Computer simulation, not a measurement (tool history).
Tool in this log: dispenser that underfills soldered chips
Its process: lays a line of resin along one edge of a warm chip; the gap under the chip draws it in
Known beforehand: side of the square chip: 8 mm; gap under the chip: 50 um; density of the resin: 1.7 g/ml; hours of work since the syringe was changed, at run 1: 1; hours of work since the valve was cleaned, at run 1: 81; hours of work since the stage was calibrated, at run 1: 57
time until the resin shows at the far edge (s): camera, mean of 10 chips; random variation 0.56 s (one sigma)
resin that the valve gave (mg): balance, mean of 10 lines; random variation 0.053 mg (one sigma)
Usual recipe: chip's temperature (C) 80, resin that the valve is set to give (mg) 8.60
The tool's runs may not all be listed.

run    day  chip's temperature (C)  resin that the valve is set to give (mg)  hours of work since the syringe was changed  hours of work since the valve was cleaned  hours of work since the stage was calibrated  time until the resin shows at the far edge (s)  resin that the valve gave (mg)
  1  0.000                      80                                      8.60                                            1                                         81                                            57                                            52.2                            8.05
  2  0.175                      69                                      8.60                                            5                                         84                                            60                                           100.4                            8.08
     0.242  -- new syringe of resin
  3  0.479                      80                                      8.60                                            4                                         89                                            66                                            66.0                            7.95
     0.567  -- new syringe of resin
  4  0.646                      80                                      8.60                                            1                                         92                                            68                                            53.0                            8.03
     0.896  -- new syringe of resin
  5  0.971                      68                                      8.60                                            1                                         98                                            74                                            82.6                            7.96
  6  1.171                      71                                      8.60                                            5                                        101                                            77                                            94.0                            7.79
     1.233  -- new syringe of resin
  7  1.367                      88                                      8.60                                            2                                        105                                            81                                            42.8                            7.80
  8  1.500                      88                                      8.60                                            5                                        107                                            83                                            50.3                            7.89
     1.546  -- new syringe of resin
  9  1.821                      88                                      8.60                                            5                                        113                                            89                                            50.7                            7.80
     1.875  -- new syringe of resin
     1.942  -- dispensing valve cleaned and set on the balance
 10  2.046                      80                                      8.60                                            2                                          2                                            92                                            56.2                            8.55
     2.238  -- new syringe of resin
 11  2.329                      80                                      9.84                                            2                                          7                                            96                                            51.8                            9.82
     2.571  -- new syringe of resin
 12  2.654                      80                                      9.84                                            1                                         12                                           102                                            52.5                            9.72
     2.900  -- new syringe of resin
 13  2.908                      80                                      8.60                                            0                                         17                                           106                                            46.7                            8.42
 14  3.175                      80                                      8.60                                            5                                         21                                           111                                            66.0                            8.41
     3.229  -- new syringe of resin
 15  3.388                      81                                      8.60                                            3                                         25                                           115                                            55.8                            8.36
     3.562  -- new syringe of resin
 16  3.646                      80                                      8.60                                            1                                         29                                           119                                            53.1                            8.32
 17  3.846                      80                                      8.60                                            5                                         33                                           123                                            69.1                            8.37
     3.888  -- new syringe of resin
 18  4.012                      69                                      9.02                                            2                                         36                                           125                                            85.7                            8.76
     4.225  -- new syringe of resin
 19  4.229                      80                                      9.03                                            0                                         39                                           129                                            46.3                            8.72
 20  4.429                      80                                      9.03                                            4                                         43                                           133                                            60.1                            8.64
     4.550  -- new syringe of resin
 21  4.754                      93                                     10.01                                            4                                         48                                           138                                            38.0                            9.57
     4.871  -- new syringe of resin
 22  5.021                      73                                      7.64                                            3                                         53                                           143                                            76.6                            7.26
     5.183  -- new syringe of resin
 23  5.183                      73                                      7.64                                            0                                         56                                           145                                            64.0                            7.28
 24  5.367                      73                                      7.64                                            3                                         59                                           149                                            81.4                            7.24
     5.512  -- new syringe of resin
 25  5.646                      73                                      7.64                                            2                                         64                                           153                                            76.6                            7.21
     5.850  -- new syringe of resin
 26  5.942                      92                                     10.76                                            2                                         69                                           158                                            34.2                           10.17

Run 27 has not been measured yet. What should we expect?
 27  6.108                      72                                      8.53                                            5                                         72                                           161                                               ?                               ?

{"run 27": {"time until the resin shows at the far edge (s)": 88.5, "resin that the valve gave (mg)": 7.97}}
With no hidden state in the tool, this same run would have given time until the resin shows at the far edge (s) 64.6, resin that the valve gave (mg) 8.49.
